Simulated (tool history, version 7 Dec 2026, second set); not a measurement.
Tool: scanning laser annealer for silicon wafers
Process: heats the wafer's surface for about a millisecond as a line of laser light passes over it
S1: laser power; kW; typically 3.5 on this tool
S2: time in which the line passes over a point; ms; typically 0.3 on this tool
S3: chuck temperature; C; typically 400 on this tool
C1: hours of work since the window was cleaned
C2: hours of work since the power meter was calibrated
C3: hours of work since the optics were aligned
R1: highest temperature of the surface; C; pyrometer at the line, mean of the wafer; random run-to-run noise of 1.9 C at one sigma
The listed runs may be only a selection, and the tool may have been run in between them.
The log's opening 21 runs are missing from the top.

run    hour     S1     S2   S3   C1    C2   C3    R1
 22  1330.7    3.5  0.237  400  295  1835   68  1121
 23  1391.8  3.246  0.297  369  323  1864   96  1106
 24    1440  3.246  0.297  369  346  1887  119  1104
 25  1493.4  3.828   0.24  369  371  1912  144  1158
 26  1546.6    3.5  0.347  370  396  1937  169  1218
 27    1584    3.5  0.347  370  414  1955  187  1216
 28    1622  3.604  0.217  436  432  1973  205  1146
 29  1669.7  3.604  0.217  436  454  1995  227  1144
 30  1704.4  3.223  0.373  400  471  2011  244  1202
 31  1765.5  3.223  0.333  372  500  2040  273  1133
 32  1809.3    3.7    0.3  371  520  2061  293  1204
 33  1878.8  3.512  0.365  419  553  2094  326  1278
 34  1959.7  3.117  0.259  400  591  2132  364  1057
 35  2041.3  3.605    0.3  383  630  2170  403  1192
 36  2125.1  3.047  0.317  421  669  2210  442  1121
 37  2199.3  3.047  0.317  421  704  2245  477  1120

Alternative continuations, all from the tool just after run 37; predict every row:
  A  2258.5  3.845  0.308  433  732  2273  505   ?
  B  2258.5    3.5  0.299  400  732  2273  505   ?
  C  2258.5  3.685  0.221  432  732  2273  505   ?
  D  2258.5  3.315  0.336  401  732  2273  505   ?
  E  2258.5  3.325    0.3  400  732  2273  505   ?

run    R1
  A  1298
  B  1179
  C  1146
  D  1176
  E  1141
Without the tool's unlogged condition, the same runs would have read:
run    R1
  A  1320
  B  1200
  C  1164
  D  1196
  E  1160
